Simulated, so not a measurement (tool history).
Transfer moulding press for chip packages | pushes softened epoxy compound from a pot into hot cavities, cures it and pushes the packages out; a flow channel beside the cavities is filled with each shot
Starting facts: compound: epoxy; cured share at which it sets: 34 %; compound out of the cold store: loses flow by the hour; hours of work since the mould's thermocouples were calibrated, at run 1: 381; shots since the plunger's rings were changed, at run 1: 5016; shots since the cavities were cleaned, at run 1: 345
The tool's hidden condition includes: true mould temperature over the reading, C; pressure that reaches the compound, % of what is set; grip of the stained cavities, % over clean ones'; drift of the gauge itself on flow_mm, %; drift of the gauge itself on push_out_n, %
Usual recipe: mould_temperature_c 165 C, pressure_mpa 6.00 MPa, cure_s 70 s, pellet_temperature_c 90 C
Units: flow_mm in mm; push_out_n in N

run,day,mould_temperature_c,pressure_mpa,cure_s,pellet_temperature_c,hours of work since the mould's thermocouples were calibrated,shots since the plunger's rings were changed,shots since the cavities were cleaned,incoming compound's hours out of the cold store,flow_mm,push_out_n
1,0.000,165,6.00,70,90,381,5016,345,9.2,775,308
# day 0.700: plunger's sealing rings changed
2,1.004,165,6.00,70,90,395,116,687,39.3,769,354
3,1.558,165,6.00,70,90,404,326,897,21.9,817,353
4,2.138,165,5.54,70,90,414,547,1118,20.9,773,376
# day 2.338: cavities cleaned with cleaning compound and waxed
5,3.392,165,5.54,70,90,433,998,400,24.3,764,309
6,4.579,165,5.54,70,90,452,1449,851,34.5,737,340
# day 5.488: cavities cleaned with cleaning compound and waxed
7,5.488,165,7.21,70,90,466,1771,0,34.5,829,227
8,6.450,165,7.21,70,90,482,2136,365,28.4,844,281
9,7.458,165,7.21,70,90,498,2519,748,46.9,789,323
10,8.521,165,7.21,70,90,516,2923,1152,25.2,834,377
# day 8.642: cavities cleaned with cleaning compound and waxed
11,9.754,165,7.21,70,90,535,3368,423,36.6,802,297
12,10.562,165,7.21,70,90,548,3674,729,20.2,838,343
13,11.242,165,6.00,70,90,559,3932,987,23.1,747,366
# day 11.808: cavities cleaned with cleaning compound and waxed
14,12.242,165,6.00,70,90,574,4289,165,23.5,749,271
# day 12.404: mould's thermocouples calibrated
15,13.004,165,6.00,70,90,10,4546,422,9.2,775,311
16,13.675,160,6.00,70,90,21,4801,677,19.8,760,434
# day 14.496: mould's thermocouples calibrated, once more
# day 14.992: plunger's sealing rings changed
17,15.042,157,6.00,70,90,7,19,1126,29.4,835,608
# day 15.225: cavities cleaned with cleaning compound and waxed
18,15.821,164,6.00,70,90,19,290,225,28.7,799,304
19,16.496,164,6.00,70,90,30,546,481,35.6,776,324
20,17.767,169,6.00,68,90,50,1029,964,13.3,800,330
# day 18.367: cavities cleaned with cleaning compound and waxed
21,19.075,170,6.46,98,89,71,1503,269,33.9,775,254
22,19.700,165,6.05,63,90,81,1739,505,12.1,811,390
23,20.888,172,6.00,70,90,100,2191,957,17.0,769,316
# day 21.508: cavities cleaned with cleaning compound and waxed
24,21.917,172,6.00,70,90,116,2558,156,26.5,734,245
25,23.079,168,6.00,70,90,135,3000,598,37.6,720,310
26,23.896,159,6.00,70,87,148,3310,908,26.1,780,528
# day 24.646: cavities cleaned with cleaning compound and waxed
27,24.725,161,5.09,75,80,160,3602,31,38.4,683,271
28,25.350,157,6.00,100,90,171,3838,267,32.0,761,269
29,26.062,161,4.78,63,87,182,4109,538,16.4,696,504

Forecast each of these 3 alternatives for the next run:
A,26.708,169,6.00,102,90,193,4355,784,24.1,?,?
B,26.708,165,6.07,70,90,193,4355,784,46.0,?,?
C,26.708,165,6.00,70,91,193,4355,784,28.5,?,?

run,flow_mm,push_out_n
A,730,316
B,691,345
C,730,347
Stripped of hidden state, with their random variation kept, the same runs would have yielded:
run,flow_mm,push_out_n
A,801,216
B,758,235
C,801,241
